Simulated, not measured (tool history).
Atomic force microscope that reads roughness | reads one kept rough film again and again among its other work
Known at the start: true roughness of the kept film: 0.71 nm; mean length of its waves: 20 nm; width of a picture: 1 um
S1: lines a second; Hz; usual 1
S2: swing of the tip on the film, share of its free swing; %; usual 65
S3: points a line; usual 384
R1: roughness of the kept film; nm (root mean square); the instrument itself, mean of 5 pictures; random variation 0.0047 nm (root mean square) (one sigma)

Run 1, hour 0: usual settings. Result: R1 0.632 nm (root mean square).
Run 2, hour 24.7: usual settings. Result: R1 0.571 nm (root mean square).
Run 3, hour 46.2: usual settings. Result: R1 0.536 nm (root mean square).
At hour 51.1: new tip fitted.
Run 4, hour 86.2: usual settings. Result: R1 0.561 nm (root mean square).
At hour 102.2: new tip fitted.
Run 5, hour 113.4: usual settings. Result: R1 0.602 nm (root mean square).
Run 6, hour 149: usual settings but S1 2.48 Hz. Result: R1 0.512 nm (root mean square).
At hour 152.7: new tip fitted.
Run 7, hour 172.3: usual settings but S1 2.48 Hz. Result: R1 0.565 nm (root mean square).
Run 8, hour 193.6: usual settings. Result: R1 0.54 nm (root mean square).
At hour 202.3: new tip fitted.
Run 9, hour 233.9: usual settings. Result: R1 0.574 nm (root mean square).
At hour 254.7: new tip fitted.
Run 10, hour 255.2: usual settings but S3 795. Result: R1 0.641 nm (root mean square).
Run 11, hour 294.5: usual settings but S3 795. Result: R1 0.557 nm (root mean square).
At hour 303.1: new tip fitted.
Run 12, hour 315.3: usual settings but S3 795. Result: R1 0.608 nm (root mean square).
Run 13, hour 343.7: usual settings but S3 795. Result: R1 0.561 nm (root mean square).
At hour 353.5: new tip fitted.
Run 14, hour 371.3: usual settings but S1 3.49 Hz, S2 56 %, S3 378. Result: R1 0.579 nm (root mean square).
At hour 403.5: new tip fitted.
Run 15, hour 417.6: usual settings but S1 3.49 Hz, S2 56 %, S3 378. Result: R1 0.582 nm (root mean square).
At hour 452: new tip fitted.
Run 16, hour 458.7: usual settings but S1 2.47 Hz, S2 81 %. Result: R1 0.536 nm (root mean square).
At hour 500.8: new tip fitted.
Run 17, hour 502.8: usual settings but S1 2.47 Hz, S2 81 %. Result: R1 0.542 nm (root mean square).
Run 18, hour 539.6: usual settings but S1 2.47 Hz, S2 82 %, S3 315. Result: R1 0.463 nm (root mean square).
At hour 550.6: new tip fitted.
Run 19, hour 572.2: usual settings but S2 78 %, S3 568. Result: R1 0.578 nm (root mean square).
At hour 601.2: new tip fitted.
Run 20, hour 605.4: usual settings but S1 2.88 Hz, S2 75 %, S3 987. Result: R1 0.561 nm (root mean square).
At hour 650: new tip fitted.
Run 21, hour 650: usual settings but S1 2.88 Hz, S2 75 %, S3 987. Result: R1 0.57 nm (root mean square).
Run 22, hour 686.8: usual settings but S1 2.88 Hz, S2 75 %, S3 987. Result: R1 0.507 nm (root mean square).
At hour 701.4: new tip fitted.
Run 23, hour 710.9: usual settings but S3 298. Result: R1 0.606 nm (root mean square).

Forecast each of these 3 alternatives for the next run:
At hour 752.6: new tip fitted.
Run A, hour 753.6: usual settings but S1 1.67 Hz, S3 298. Result: R1 ?.
At hour 752.6: new tip fitted.
Run B, hour 753.6: usual settings but S1 1.35 Hz, S2 71 %, S3 268. Result: R1 ?.
At hour 752.6: new tip fitted.
Run C, hour 753.6: usual settings but S1 1.55 Hz, S2 77 %, S3 590. Result: R1 ?.

run     R1
  A   0.61
  B  0.604
  C  0.599
Without the tool's hidden state the same runs would have given:
run     R1
  A  0.612
  B  0.605
  C    0.6
